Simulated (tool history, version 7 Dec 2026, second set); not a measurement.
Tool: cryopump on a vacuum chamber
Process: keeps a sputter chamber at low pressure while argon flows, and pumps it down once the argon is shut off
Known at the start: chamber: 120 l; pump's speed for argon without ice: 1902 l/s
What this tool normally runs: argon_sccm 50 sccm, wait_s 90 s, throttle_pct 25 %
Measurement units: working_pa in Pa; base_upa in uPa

run     day  argon_sccm  wait_s  throttle_pct  working_pa  base_upa
  1       0          50      90            25      0.1785      1.66
  2   1.396          50      90            25      0.1808      1.75
  3   3.221          50      90            25      0.1815      1.76
  4   5.175          50      90            25      0.1808      1.74
  5     7.2          50      90            25      0.1824      1.83
  6   9.308          50      90            25       0.183      1.92
  7  11.371          50      90            25      0.1841      1.87
  8  12.771          50      90            25      0.1822      1.94
  9   13.85          65      90            25      0.2391      2.01
 10  15.088          65      90            25      0.2381      2.03
 11   17.15          50      90            31      0.1515      2.03
 12  19.021          50      90            31      0.1518      2.08
 13  20.296          50      90            35      0.1356       2.1
 14   22.35          50      90            33      0.1438      2.14
 15  24.004          50      90            33       0.145      2.21
 16  26.062          85     159            32      0.2558      2.07
 17  28.462          34      55            31      0.1058      2.62
 18  29.517          28     178            25      0.1065      2.11
 19  31.821          57     151            24      0.2259      2.26
 20  33.988          93      90            42      0.2238      2.49
 21  35.112          89     254            19      0.4447      2.25
 22  36.942          89     210            29      0.3013      2.34
 23  39.308          89     210            29      0.3044      2.39
 24  40.838          89     210            29      0.3051      2.48
 25  41.967          27      88            25      0.1063      2.83
 26   43.35          29      87            20      0.1423      2.83
 27  45.329          46      70            22      0.2039      3.05
 28  46.679          51      70            32      0.1652      3.16
 29  48.825          50     183            25      0.1995      2.83
      50.05  -- pump warmed up, emptied and cooled again
 30  51.342          41      28            25      0.1459      3.31

Below are 4 alternative next runs, each starting from the tool's condition after run 30. Predict each:
  A  53.8          50      51            25           ?         ?
  B  53.8          54      28            24           ?         ?
  C  53.8          50     270            33           ?         ?
  D  53.8          55      72            23           ?         ?

run  working_pa  base_upa
  A      0.1803      2.73
  B      0.2033      3.26
  C      0.1364      2.02
  D      0.2152       2.4
With the hidden condition removed and each run's random variation left untouched, the same runs would have given:
run  working_pa  base_upa
  A       0.178      1.01
  B      0.2007      1.59
  C       0.134      0.32
  D      0.2126      0.72

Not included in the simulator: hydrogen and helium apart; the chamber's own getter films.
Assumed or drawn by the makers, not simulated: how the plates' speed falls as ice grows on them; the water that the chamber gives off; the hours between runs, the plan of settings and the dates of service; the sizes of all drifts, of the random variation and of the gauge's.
